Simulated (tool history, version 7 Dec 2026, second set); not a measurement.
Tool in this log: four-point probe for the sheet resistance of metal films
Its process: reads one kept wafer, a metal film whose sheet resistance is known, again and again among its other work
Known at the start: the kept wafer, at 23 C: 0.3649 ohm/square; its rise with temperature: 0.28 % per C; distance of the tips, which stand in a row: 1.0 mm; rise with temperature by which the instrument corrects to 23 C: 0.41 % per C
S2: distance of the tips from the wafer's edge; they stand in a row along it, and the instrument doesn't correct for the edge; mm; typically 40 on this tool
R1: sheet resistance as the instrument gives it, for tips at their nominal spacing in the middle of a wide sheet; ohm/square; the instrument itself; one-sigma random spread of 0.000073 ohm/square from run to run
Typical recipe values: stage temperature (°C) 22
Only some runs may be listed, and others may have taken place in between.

run 1 hour=0.0 | stage_temperature_(°C)=22 S2=40 | R1=0.366317
run 2 hour=104.5 | stage_temperature_(°C)=22 S2=40 | R1=0.366329
run 3 hour=176.4 | stage_temperature_(°C)=22 S2=40 | R1=0.366241
run 4 hour=221.7 | stage_temperature_(°C)=22 S2=40 | R1=0.366318
run 5 hour=279.5 | stage_temperature_(°C)=22 S2=40 | R1=0.366347
run 6 hour=337.8 | stage_temperature_(°C)=22 S2=40 | R1=0.366212
run 7 hour=391.8 | stage_temperature_(°C)=22 S2=40 | R1=0.366300
run 8 hour=448.8 | stage_temperature_(°C)=22 S2=40 | R1=0.366265
run 9 hour=531.7 | stage_temperature_(°C)=22 S2=56 | R1=0.366414
run 10 hour=618.2 | stage_temperature_(°C)=22 S2=13 | R1=0.367450
run 11 hour=725.7 | stage_temperature_(°C)=22 S2=16 | R1=0.366976
run 12 hour=798.2 | stage_temperature_(°C)=22 S2=16 | R1=0.367052
run 13 hour=843.3 | stage_temperature_(°C)=25 S2=40 | R1=0.365023
run 14 hour=949.7 | stage_temperature_(°C)=25 S2=20 | R1=0.365565
run 15 hour=1031.1 | stage_temperature_(°C)=25 S2=20 | R1=0.365472
run 16 hour=1139.5 | stage_temperature_(°C)=25 S2=20 | R1=0.365452
run 17 hour=1249.0 | stage_temperature_(°C)=25 S2=20 | R1=0.365544
run 18 hour=1339.0 | stage_temperature_(°C)=19 S2=40 | R1=0.367864
run 19 hour=1415.2 | stage_temperature_(°C)=19 S2=40 | R1=0.368038
run 20 hour=1474.7 | stage_temperature_(°C)=27 S2=40 | R1=0.364171
run 21 hour=1557.8 | stage_temperature_(°C)=27 S2=40 | R1=0.364449
run 22 hour=1657.6 | stage_temperature_(°C)=18 S2=40 | R1=0.368533
run 23 hour=1721.0 | stage_temperature_(°C)=23 S2=12 | R1=0.367403
run 24 hour=1766.8 | stage_temperature_(°C)=23 S2=12 | R1=0.367311
run 25 hour=1817.0 | stage_temperature_(°C)=29 S2=5 | R1=0.370926
run 26 hour=1925.9 | stage_temperature_(°C)=23 S2=28 | R1=0.366296
run 27 hour=2029.5 | stage_temperature_(°C)=22 S2=28 | R1=0.366830
run 28 hour=2108.6 | stage_temperature_(°C)=22 S2=28 | R1=0.366798
run 29 hour=2178.3 | stage_temperature_(°C)=27 S2=6 | R1=0.369778
run 30 hour=2279.6 | stage_temperature_(°C)=27 S2=6 | R1=0.369667
run 31 hour=2335.5 | stage_temperature_(°C)=27 S2=6 | R1=0.369588
-- hour=2345.7 stage's thermometer calibrated
run 32 hour=2424.4 | stage_temperature_(°C)=27 S2=6 | R1=0.369464
run 33 hour=2489.5 | stage_temperature_(°C)=23 S2=27 | R1=0.366150
run 34 hour=2563.4 | stage_temperature_(°C)=23 S2=27 | R1=0.366115
-- hour=2637.3 stage's thermometer calibrated, once more
run 35 hour=2660.8 | stage_temperature_(°C)=29 S2=4 | R1=0.376114
run 36 hour=2771.0 | stage_temperature_(°C)=30 S2=8 | R1=0.366920
run 37 hour=2851.0 | stage_temperature_(°C)=30 S2=8 | R1=0.366884
run 38 hour=2945.7 | stage_temperature_(°C)=34 S2=8 | R1=0.365335
run 39 hour=3050.5 | stage_temperature_(°C)=26 S2=4 | R1=0.377669
run 40 hour=3139.0 | stage_temperature_(°C)=26 S2=4 | R1=0.377776
run 41 hour=3230.1 | stage_temperature_(°C)=21 S2=22 | R1=0.368539
run 42 hour=3301.5 | stage_temperature_(°C)=32 S2=20 | R1=0.363854
run 43 hour=3410.0 | stage_temperature_(°C)=21 S2=44 | R1=0.368333
run 44 hour=3455.2 | stage_temperature_(°C)=21 S2=66 | R1=0.368279

Consider 3 possible next runs. They are alternatives, not a sequence: every one starts from the tool as it was left by run 44. What does each give?
run A hour=3523.0 | stage_temperature_(°C)=26 S2=6 | R1=?
run B hour=3523.0 | stage_temperature_(°C)=27 S2=5 | R1=?
run C hour=3523.0 | stage_temperature_(°C)=29 S2=9 | R1=?

run=A R1=0.371235
run=B R1=0.373245
run=C R1=0.367105
With no hidden state in the tool, these same runs would have given:
run=A R1=0.368834
run=B R1=0.370831
run=C R1=0.364726
